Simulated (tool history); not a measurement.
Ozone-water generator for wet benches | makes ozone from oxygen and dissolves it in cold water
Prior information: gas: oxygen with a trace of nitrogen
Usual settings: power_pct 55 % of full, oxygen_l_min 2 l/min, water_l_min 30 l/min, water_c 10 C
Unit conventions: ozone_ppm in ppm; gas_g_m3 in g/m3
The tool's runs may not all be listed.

| run | day | power_pct | oxygen_l_min | water_l_min | water_c | ozone_ppm | gas_g_m3 |
|---|---|---|---|---|---|---|---|
| 1 | 0 | 55 | 2 | 30 | 10 | 11.2 | 236.5 |
| 2 | 1.204 | 55 | 1.73 | 30 | 10 | 10.9 | 257.6 |
| 3 | 2.283 | 55 | 2 | 30 | 10 | 11.1 | 240.9 |
| 4 | 2.929 | 42 | 2 | 30 | 10 | 9.4 | 197.9 |
| 5 | 3.75 | 84 | 2 | 30 | 10 | 15.4 | 320.1 |
| 6 | 4.467 | 48 | 2 | 30 | 10 | 10.1 | 215.2 |
| 7 | 5.704 | 69 | 2 | 30 | 10 | 13.3 | 276.6 |
| 8 | 6.554 | 69 | 2 | 30 | 10 | 13.2 | 278.7 |
| 9 | 7.85 | 62 | 2 | 30 | 10 | 12.4 | 257.7 |
| 10 | 8.667 | 55 | 2 | 30 | 10 | 11.4 | 236.2 |
| 11 | 9.7 | 55 | 2 | 30 | 10 | 11.3 | 236.5 |
| 12 | 10.946 | 55 | 2 | 30 | 10 | 11.4 | 237.6 |
| 13 | 11.888 | 55 | 2 | 30 | 10 | 11.2 | 238 |
| 14 | 12.758 | 55 | 2 | 30 | 10 | 11.4 | 238.3 |
| 15 | 13.396 | 55 | 1.78 | 30 | 10 | 11.1 | 257.6 |
| 16 | 14.671 | 55 | 1.78 | 30 | 10 | 10.9 | 259.1 |
| 17 | 15.262 | 55 | 1.78 | 30 | 10 | 11 | 258.7 |
| 18 | 16.108 | 55 | 1.78 | 42 | 10 | 7.4 | 257.6 |
| 19 | 17.021 | 55 | 2 | 48 | 10 | 6.6 | 240.9 |
| 20 | 18.258 | 73 | 1.92 | 35 | 10 | 11.4 | 296.5 |
| 21 | 19.429 | 92 | 1.27 | 30 | 10 | 14.4 | 454 |
| 22 | 20.371 | 92 | 1.27 | 30 | 10 | 14.4 | 452.4 |
| 23 | 21.571 | 78 | 2.83 | 37 | 8 | 12.2 | 246.2 |
| 24 | 22.554 | 78 | 2.83 | 37 | 8 | 12.1 | 244.9 |
| 25 | 23.862 | 78 | 2.83 | 37 | 8 | 12.2 | 245.3 |
| 26 | 24.662 | 55 | 2.96 | 30 | 10 | 12.2 | 189 |
| 27 | 25.438 | 58 | 1.95 | 30 | 9 | 11.5 | 252.8 |
| 28 | 26.429 | 42 | 1.95 | 25 | 7 | 11.5 | 203.9 |
| 29 | 27.733 | 42 | 1.95 | 25 | 7 | 11.4 | 205.4 |
| 30 | 28.621 | 51 | 1.05 | 25 | 7 | 11 | 345.6 |
| 31 | 29.321 | 55 | 2 | 35 | 10 | 9.4 | 240.1 |
| 32 | 29.917 | 67 | 1.79 | 20 | 9 | 19.4 | 297.4 |

Branching from run 32: 5 alternative next runs. What would each branch give?
| A | 31.221 | 92 | 2 | 19 | 6 | ? | ? |
| B | 31.221 | 62 | 1.1 | 20 | 7 | ? | ? |
| C | 31.221 | 55 | 1.73 | 33 | 5 | ? | ? |
| D | 31.221 | 55 | 2.65 | 24 | 9 | ? | ? |
| E | 31.221 | 67 | 1.55 | 27 | 9 | ? | ? |

| run | ozone_ppm | gas_g_m3 |
|---|---|---|
| A | 26.1 | 344.5 |
| B | 16.5 | 383.4 |
| C | 10 | 267.1 |
| D | 15.2 | 202.2 |
| E | 14 | 327 |
Without the tool's unlogged condition, the same runs would have read:
| run | ozone_ppm | gas_g_m3 |
|---|---|---|
| A | 26.1 | 336.7 |
| B | 16.6 | 374.8 |
| C | 10 | 261.1 |
| D | 15.2 | 197.6 |
| E | 14 | 319.6 |
